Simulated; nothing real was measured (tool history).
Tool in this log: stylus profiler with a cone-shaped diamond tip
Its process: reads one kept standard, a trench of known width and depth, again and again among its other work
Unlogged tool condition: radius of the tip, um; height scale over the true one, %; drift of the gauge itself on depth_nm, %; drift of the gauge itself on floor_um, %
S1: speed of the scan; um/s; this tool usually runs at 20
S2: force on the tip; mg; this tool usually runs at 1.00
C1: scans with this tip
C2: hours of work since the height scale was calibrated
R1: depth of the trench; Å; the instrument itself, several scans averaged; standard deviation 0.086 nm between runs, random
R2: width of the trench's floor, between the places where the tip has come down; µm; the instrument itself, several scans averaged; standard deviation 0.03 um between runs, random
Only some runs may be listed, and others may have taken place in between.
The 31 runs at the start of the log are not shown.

| run | hour | S1 | S2 | C1 | C2 | R1 | R2 |
|---|---|---|---|---|---|---|---|
| 32 | 736.7 | 17 | 1.00 | 8165 | 245 | 2008.8 | 97.20 |
| 33 | 756.1 | 20 | 2.10 | 8240 | 258 | 2012.9 | 97.19 |
| 34 | 789.8 | 58 | 1.31 | 8370 | 281 | 2010.5 | 96.99 |
| 35 | 806.6 | 20 | 1.60 | 8435 | 292 | 2012.1 | 97.15 |
| 36 | 827.9 | 28 | 1.11 | 8517 | 306 | 2010.1 | 97.12 |
| 37 | 843.6 | 17 | 1.14 | 8577 | 317 | 2011.3 | 97.17 |
| 38 | 858.5 | 17 | 1.71 | 8634 | 327 | 2011.2 | 97.16 |
| 39 | 880.6 | 17 | 1.71 | 8720 | 342 | 2013.8 | 97.18 |
| 40 | 900.0 | 6 | 0.52 | 8794 | 355 | 2008.4 | 97.19 |
| 41 | 934.2 | 6 | 2.73 | 8926 | 378 | 2017.4 | 97.22 |
| 42 | 966.0 | 6 | 2.73 | 9048 | 399 | 2017.3 | 97.15 |
| 43 | 995.9 | 5 | 0.59 | 9163 | 420 | 2008.6 | 97.17 |
| 44 | 1026.9 | 7 | 2.53 | 9283 | 441 | 2016.4 | 97.17 |
|  | 1046.2 | new tip fitted, height scale calibrated |
| 45 | 1060.1 | 7 | 2.53 | 54 | 9 | 2010.9 | 98.00 |
| 46 | 1091.9 | 18 | 0.55 | 176 | 31 | 2004.8 | 97.91 |

Here are 3 independent what-if runs from the current tool condition. What would each one return?
| A | 1115.0 | 18 | 0.94 | 265 | 46 | ? | ? |
| B | 1115.0 | 19 | 1.86 | 265 | 46 | ? | ? |
| C | 1115.0 | 6 | 0.46 | 265 | 46 | ? | ? |

| run | R1 | R2 |
|---|---|---|
| A | 2006.9 | 97.84 |
| B | 2010.5 | 97.97 |
| C | 2004.4 | 97.97 |
Had the tool no hidden state, the same runs would have come out as:
| run | R1 | R2 |
|---|---|---|
| A | 2006.5 | 97.88 |
| B | 2010.0 | 98.01 |
| C | 2004.0 | 98.00 |
